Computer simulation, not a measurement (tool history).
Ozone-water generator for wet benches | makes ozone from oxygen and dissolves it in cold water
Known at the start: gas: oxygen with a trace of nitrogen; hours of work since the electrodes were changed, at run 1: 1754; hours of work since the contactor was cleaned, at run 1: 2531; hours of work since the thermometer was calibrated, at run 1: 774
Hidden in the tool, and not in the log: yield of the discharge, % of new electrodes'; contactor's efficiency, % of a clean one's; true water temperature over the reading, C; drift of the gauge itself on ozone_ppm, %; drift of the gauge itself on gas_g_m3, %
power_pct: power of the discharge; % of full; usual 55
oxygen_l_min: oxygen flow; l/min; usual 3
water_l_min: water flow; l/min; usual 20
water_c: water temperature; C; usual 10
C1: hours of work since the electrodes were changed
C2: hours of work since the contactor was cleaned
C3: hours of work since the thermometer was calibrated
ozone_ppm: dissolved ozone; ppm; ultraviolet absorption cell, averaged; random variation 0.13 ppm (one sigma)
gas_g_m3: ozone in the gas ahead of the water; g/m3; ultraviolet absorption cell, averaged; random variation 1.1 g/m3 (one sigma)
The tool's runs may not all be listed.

run 1 hour=0 | power_pct=55 oxygen_l_min=3 water_l_min=20 water_c=10 | C1=1754 C2=2531 C3=774 | ozone_ppm=12.3 gas_g_m3=197.4
run 2 hour=76.2 | power_pct=55 oxygen_l_min=3 water_l_min=20 water_c=10 | C1=1825 C2=2602 C3=845 | ozone_ppm=12.4 gas_g_m3=196.6
run 3 hour=120.6 | power_pct=55 oxygen_l_min=3 water_l_min=30 water_c=10 | C1=1866 C2=2643 C3=886 | ozone_ppm=7.4 gas_g_m3=198.4
run 4 hour=164.8 | power_pct=55 oxygen_l_min=3 water_l_min=20 water_c=10 | C1=1907 C2=2684 C3=927 | ozone_ppm=12.5 gas_g_m3=197
run 5 hour=213.5 | power_pct=55 oxygen_l_min=3 water_l_min=20 water_c=10 | C1=1953 C2=2729 C3=973 | ozone_ppm=12.5 gas_g_m3=195.4
run 6 hour=281.3 | power_pct=55 oxygen_l_min=3 water_l_min=20 water_c=10 | C1=2016 C2=2792 C3=1036 | ozone_ppm=12.7 gas_g_m3=197
run 7 hour=326.8 | power_pct=55 oxygen_l_min=3 water_l_min=20 water_c=10 | C1=2058 C2=2835 C3=1078 | ozone_ppm=12.5 gas_g_m3=196.7
run 8 hour=360.7 | power_pct=55 oxygen_l_min=4.08 water_l_min=20 water_c=10 | C1=2089 C2=2866 C3=1109 | ozone_ppm=13.9 gas_g_m3=178.3
run 9 hour=406.5 | power_pct=55 oxygen_l_min=4.08 water_l_min=20 water_c=6 | C1=2132 C2=2909 C3=1152 | ozone_ppm=14.6 gas_g_m3=178.7
run 10 hour=448.1 | power_pct=55 oxygen_l_min=4.08 water_l_min=20 water_c=6 | C1=2171 C2=2947 C3=1191 | ozone_ppm=14.3 gas_g_m3=176.6
run 11 hour=495.7 | power_pct=55 oxygen_l_min=4.08 water_l_min=28 water_c=6 | C1=2215 C2=2991 C3=1235 | ozone_ppm=9.7 gas_g_m3=177.6
run 12 hour=540.2 | power_pct=55 oxygen_l_min=2.02 water_l_min=25 water_c=10 | C1=2256 C2=3033 C3=1276 | ozone_ppm=7.8 gas_g_m3=222.4
run 13 hour=617 | power_pct=55 oxygen_l_min=2.02 water_l_min=25 water_c=10 | C1=2327 C2=3104 C3=1348 | ozone_ppm=7.6 gas_g_m3=220.8
run 14 hour=686.9 | power_pct=55 oxygen_l_min=1.85 water_l_min=18 water_c=10 | C1=2392 C2=3169 C3=1412 | ozone_ppm=11.2 gas_g_m3=226.9
run 15 hour=726.4 | power_pct=73 oxygen_l_min=1.85 water_l_min=18 water_c=10 | C1=2429 C2=3206 C3=1449 | ozone_ppm=13.2 gas_g_m3=272.3
run 16 hour=775.7 | power_pct=90 oxygen_l_min=3 water_l_min=20 water_c=10 | C1=2475 C2=3251 C3=1495 | ozone_ppm=16.8 gas_g_m3=269.5
run 17 hour=810.6 | power_pct=55 oxygen_l_min=2.86 water_l_min=20 water_c=10 | C1=2507 C2=3284 C3=1527 | ozone_ppm=11.8 gas_g_m3=197.6

Forecast each of these 3 alternatives for the next run:
run A hour=860.7 | power_pct=74 oxygen_l_min=3 water_l_min=12 water_c=8 | C1=2554 C2=3330 C3=1574 | ozone_ppm=? gas_g_m3=?
run B hour=860.7 | power_pct=54 oxygen_l_min=2.86 water_l_min=20 water_c=14 | C1=2554 C2=3330 C3=1574 | ozone_ppm=? gas_g_m3=?
run C hour=860.7 | power_pct=55 oxygen_l_min=2.86 water_l_min=14 water_c=10 | C1=2554 C2=3330 C3=1574 | ozone_ppm=? gas_g_m3=?

run=A ozone_ppm=26.4 gas_g_m3=238.2
run=B ozone_ppm=11.5 gas_g_m3=193.4
run=C ozone_ppm=17.9 gas_g_m3=196.8
Without the tool's hidden state the same runs would have given:
run=A ozone_ppm=28.9 gas_g_m3=252.1
run=B ozone_ppm=12.5 gas_g_m3=202.4
run=C ozone_ppm=19.4 gas_g_m3=206.1
